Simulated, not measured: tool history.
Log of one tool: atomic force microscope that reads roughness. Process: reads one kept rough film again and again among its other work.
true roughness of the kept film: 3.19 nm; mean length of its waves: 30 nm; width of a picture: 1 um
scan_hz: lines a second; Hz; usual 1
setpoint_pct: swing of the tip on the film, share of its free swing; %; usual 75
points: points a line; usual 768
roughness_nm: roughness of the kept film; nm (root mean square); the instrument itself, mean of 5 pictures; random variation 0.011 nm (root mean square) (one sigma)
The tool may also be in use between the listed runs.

run	hour	scan_hz	setpoint_pct	points	roughness_nm
1	0	1	75	768	1.817
# hour 9.2: new tip fitted
2	61.5	1	82	768	2.241
3	125.6	1	82	768	1.98
# hour 192.7: new tip fitted
4	196.6	1	82	768	2.528
5	252.6	1	75	330	2.255
6	321.4	1	75	330	1.977
# hour 371.6: new tip fitted
7	371.6	1	75	330	2.568
# hour 377.1: height scale calibrated on a step standard
8	421.3	1	83	330	2.246
9	490.8	1	83	330	1.931
# hour 508.2: height scale calibrated on a step standard, once more
10	531.7	0.6	70	475	1.935

Forecast run 11:
# hour 554.3: new tip fitted
11	582.6	0.66	70	262	?

Run 11 gave roughness_nm 2.487 nm (root mean square).
Without the tool's hidden state the same run would have given roughness_nm 2.672 nm (root mean square).

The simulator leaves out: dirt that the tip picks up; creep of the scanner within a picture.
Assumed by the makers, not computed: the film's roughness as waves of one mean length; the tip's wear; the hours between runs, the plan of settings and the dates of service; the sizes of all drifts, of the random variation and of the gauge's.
